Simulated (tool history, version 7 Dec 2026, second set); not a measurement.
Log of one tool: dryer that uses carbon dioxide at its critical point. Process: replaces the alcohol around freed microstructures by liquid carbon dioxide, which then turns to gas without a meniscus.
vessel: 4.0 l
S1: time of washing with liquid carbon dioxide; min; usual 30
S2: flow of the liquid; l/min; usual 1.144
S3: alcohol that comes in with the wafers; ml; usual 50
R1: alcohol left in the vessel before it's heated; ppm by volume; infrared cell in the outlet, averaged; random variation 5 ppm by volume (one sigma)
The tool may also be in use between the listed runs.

{"run": 1, "day": 0.0, "S1": 30, "S2": 1.144, "S3": 50, "R1": 23}
{"run": 2, "day": 0.412, "S1": 30, "S2": 1.144, "S3": 50, "R1": 26}
{"run": 3, "day": 0.983, "S1": 30, "S2": 1.144, "S3": 50, "R1": 21}
{"run": 4, "day": 1.488, "S1": 30, "S2": 0.71, "S3": 50, "R1": 125}
{"run": 5, "day": 1.958, "S1": 30, "S2": 1.144, "S3": 87, "R1": 28}
{"run": 6, "day": 2.546, "S1": 30, "S2": 1.144, "S3": 87, "R1": 35}
{"run": 7, "day": 2.933, "S1": 30, "S2": 1.144, "S3": 87, "R1": 41}
{"run": 8, "day": 3.45, "S1": 30, "S2": 1.144, "S3": 50, "R1": 30}
{"run": 9, "day": 3.829, "S1": 30, "S2": 1.144, "S3": 50, "R1": 28}
{"run": 10, "day": 4.367, "S1": 30, "S2": 1.144, "S3": 50, "R1": 31}
{"run": 11, "day": 4.817, "S1": 39, "S2": 1.144, "S3": 77, "R1": 24}
{"run": 12, "day": 5.212, "S1": 39, "S2": 1.144, "S3": 77, "R1": 24}
{"run": 13, "day": 5.642, "S1": 39, "S2": 1.144, "S3": 118, "R1": 26}
{"run": 14, "day": 6.262, "S1": 30, "S2": 1.02, "S3": 50, "R1": 43}
{"run": 15, "day": 6.717, "S1": 30, "S2": 1.02, "S3": 50, "R1": 50}
{"run": 16, "day": 7.071, "S1": 45, "S2": 1.58, "S3": 64, "R1": 20}

Some steps in R1 between neighbouring runs. How much of each would the tool show without its hidden state too (settings, what came in, random variation), and how much is left for the hidden state, with any gauge scatter that isn't in both results?
The hidden state here: flow that reaches the vessel past the clogged filter, %; alcohol in the recycled carbon dioxide, ppm; drift of the gauge itself on alcohol_ppm, %.
Run 3 -> 4: S2 1.144 -> 0.710. R1 +104 ppm by volume: hidden state +16, all else +88.
